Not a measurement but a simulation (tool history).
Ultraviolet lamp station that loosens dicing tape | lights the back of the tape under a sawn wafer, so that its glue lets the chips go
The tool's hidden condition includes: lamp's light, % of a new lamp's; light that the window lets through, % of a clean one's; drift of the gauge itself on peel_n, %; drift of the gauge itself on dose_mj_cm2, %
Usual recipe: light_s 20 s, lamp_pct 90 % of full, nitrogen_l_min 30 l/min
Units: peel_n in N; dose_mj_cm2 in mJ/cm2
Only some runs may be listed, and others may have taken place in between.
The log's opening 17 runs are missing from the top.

run    hour  light_s  lamp_pct  nitrogen_l_min  hours of work of the lamp  hours of work since the window was cleaned  peel_n  dose_mj_cm2
      757.8  -- window cleaned of glue's vapour
 18   772.9       20        90              20                        373                                          11   0.261          235
 19   804.8       20        90              30                        396                                          34   0.236          232
 20   829.5       32        90              30                        414                                          52   0.193          366
 21   880.3       32        90              30                        450                                          88   0.186          362
 22   937.6       32        90              30                        491                                         129   0.197          345
 23   970.6       32        63              30                        515                                         153   0.231          237
 24  1023.2       20        90              28                        553                                         190   0.264          204
 25  1078.7       18        92              16                        592                                         230   0.408          184
     1137.4  -- lamp changed
 26  1137.4       20        90               9                          0                                         272    0.37          250
 27  1187.3       20        90               9                         36                                         308   0.393          245
 28    1219       20        90               9                         59                                         330   0.389          245
 29  1250.4       20       100              30                         81                                         353    0.22          262
 30  1287.2       20        90              30                        108                                         379   0.238          231
 31  1342.5       20        90              30                        147                                         419    0.24          229
 32    1367       24        90              30                        165                                         437   0.212          268
     1374.3  -- window cleaned of glue's vapour
 33  1391.4       34        90              13                        182                                          12   0.198          428
 34  1437.6       27        90              14                        215                                          45   0.224          330
 35  1474.6       20        98              30                        242                                          72   0.209          265
 36  1516.1       12        79              40                        271                                         102   0.414          128
 37    1554       11        85              52                        299                                         129   0.374          124
 38  1578.1       11        71              34                        316                                         146   0.612          102
 39  1624.9       20        87              30                        350                                         180   0.243          216
 40  1663.7       16        90              30                        377                                         208   0.305          176
 41  1712.2       21        89              58                        412                                         242   0.209          225
 42  1748.2       38        76              15                        438                                         268    0.22          338

3 options for the next run, each taken on its own from the tool as it stands now. Forecast them:
  A  1776.8       17        77              30                        459                                         289       ?            ?
  B  1776.8       16        90              30                        459                                         289       ?            ?
  C  1776.8       36        76              15                        459                                         289       ?            ?

run  peel_n  dose_mj_cm2
  A   0.367          149
  B    0.32          165
  C   0.227          312
Without the tool's unlogged condition, the same runs would have read:
run  peel_n  dose_mj_cm2
  A   0.258          200
  B   0.233          220
  C   0.198          416
